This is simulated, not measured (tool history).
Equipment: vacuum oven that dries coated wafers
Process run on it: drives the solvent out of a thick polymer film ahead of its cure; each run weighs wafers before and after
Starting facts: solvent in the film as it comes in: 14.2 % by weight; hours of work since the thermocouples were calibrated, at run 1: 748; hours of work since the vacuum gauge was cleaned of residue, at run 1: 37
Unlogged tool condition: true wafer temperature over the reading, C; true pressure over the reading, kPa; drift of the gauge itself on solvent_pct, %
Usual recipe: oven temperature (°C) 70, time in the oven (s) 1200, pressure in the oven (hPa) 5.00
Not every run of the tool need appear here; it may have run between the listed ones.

run,day,oven temperature (°C),time in the oven (s),pressure in the oven (hPa),hours of work since the thermocouples were calibrated,hours of work since the vacuum gauge was cleaned of residue,solvent left in the film (%)
1,0.000,70,1200,5.00,748,37,1.25
2,0.712,70,1200,5.00,759,49,1.24
3,2.025,70,900,5.00,781,70,1.98
4,3.150,70,900,5.00,799,89,1.96
5,4.300,70,1200,5.00,818,108,1.20
6,5.225,70,1200,5.00,833,123,1.22
7,6.383,74,1200,5.00,852,142,0.69
# day 7.096: oven's thermocouples calibrated
8,7.404,70,1200,5.00,5,157,1.64
9,8.346,70,1200,5.00,20,173,1.70
10,9.446,70,1200,5.00,39,191,1.70
11,10.442,70,1200,5.00,55,207,1.61
12,11.579,70,1200,4.67,74,226,1.65
13,12.150,70,900,5.00,83,235,2.49
14,13.025,78,780,3.37,97,250,1.00
15,13.704,64,1440,9.14,109,261,3.16
16,14.938,81,1440,13.35,129,281,0.93
17,15.608,57,1200,5.00,140,292,5.65
18,16.733,69,960,3.13,158,311,2.39
19,17.521,77,1140,8.81,171,324,0.99
20,18.629,77,1140,8.81,190,342,0.96
21,19.204,56,1080,5.00,199,351,6.46
22,20.258,57,1080,5.00,216,369,6.10
23,21.208,61,1200,3.74,232,384,4.08
24,21.942,61,1200,3.74,244,396,4.14
25,22.962,69,1440,3.35,261,413,1.15
26,23.529,73,1200,8.10,270,422,1.26

Branching from run 26: 5 alternative next runs. What would each branch give?
A,24.088,70,660,11.42,279,432,?
B,24.088,84,900,2.94,279,432,?
C,24.088,70,600,3.09,279,432,?
D,24.088,57,720,2.57,279,432,?
E,24.088,70,1740,5.91,279,432,?

run,solvent left in the film (%)
A,4.05
B,0.27
C,3.81
D,7.34
E,0.97
With the hidden condition removed and each run's random variation left untouched, the same runs would have given:
run,solvent left in the film (%)
A,4.18
B,0.26
C,3.94
D,7.45
E,0.98

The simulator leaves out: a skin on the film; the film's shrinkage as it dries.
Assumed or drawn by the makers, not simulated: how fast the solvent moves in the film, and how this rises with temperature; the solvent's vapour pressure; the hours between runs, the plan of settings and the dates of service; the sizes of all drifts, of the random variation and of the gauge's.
